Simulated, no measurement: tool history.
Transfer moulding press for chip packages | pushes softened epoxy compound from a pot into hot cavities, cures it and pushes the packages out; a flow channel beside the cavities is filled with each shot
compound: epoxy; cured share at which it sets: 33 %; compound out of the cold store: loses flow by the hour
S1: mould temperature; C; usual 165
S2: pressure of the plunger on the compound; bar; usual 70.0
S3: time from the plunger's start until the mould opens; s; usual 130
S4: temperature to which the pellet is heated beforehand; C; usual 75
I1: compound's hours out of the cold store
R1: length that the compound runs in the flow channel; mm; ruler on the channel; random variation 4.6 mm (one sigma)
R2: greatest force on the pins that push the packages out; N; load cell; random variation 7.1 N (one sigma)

run   hour   S1    S2   S3  S4    I1   R1   R2
  1    0.0  165  70.0  130  75  31.1  595  578
      19.0  -- cavities cleaned with cleaning compound and waxed
  2   41.5  159  70.0  130  75  39.1  580  587
  3   83.0  159  70.0  130  75  25.8  615  743
     110.8  -- cavities cleaned with cleaning compound and waxed
  4  111.4  165  70.0  130  75  30.4  573  314
     136.5  -- plunger's sealing rings changed
  5  142.9  165  70.0  130  75  17.5  689  493
  6  165.6  165  70.0  130  75   8.2  711  564
  7  192.7  161  70.0  130  75  17.6  685  685
     205.9  -- cavities cleaned with cleaning compound and waxed
  8  222.0  165  70.0  130  67  36.1  618  431
  9  261.7  165  70.0  130  67  19.4  659  565
     297.6  -- cavities cleaned with cleaning compound and waxed
 10  297.6  165  70.0  130  67  29.7  629  306
 11  315.4  165  70.0  130  65  40.0  589  425
 12  349.8  165  70.0  130  65  28.2  622  537
     391.3  -- cavities cleaned with cleaning compound and waxed
 13  392.6  165  70.0  130  75  29.2  617  302
 14  432.9  161  70.0  130  75  32.9  614  596

Forecast run 15:
 15  472.8  165  86.3  129  82  41.0   ?   ?

Run 15 gave R1 642 mm, R2 555 N.
Without the tool's hidden state the same run would have given R1 682 mm, R2 281 N.
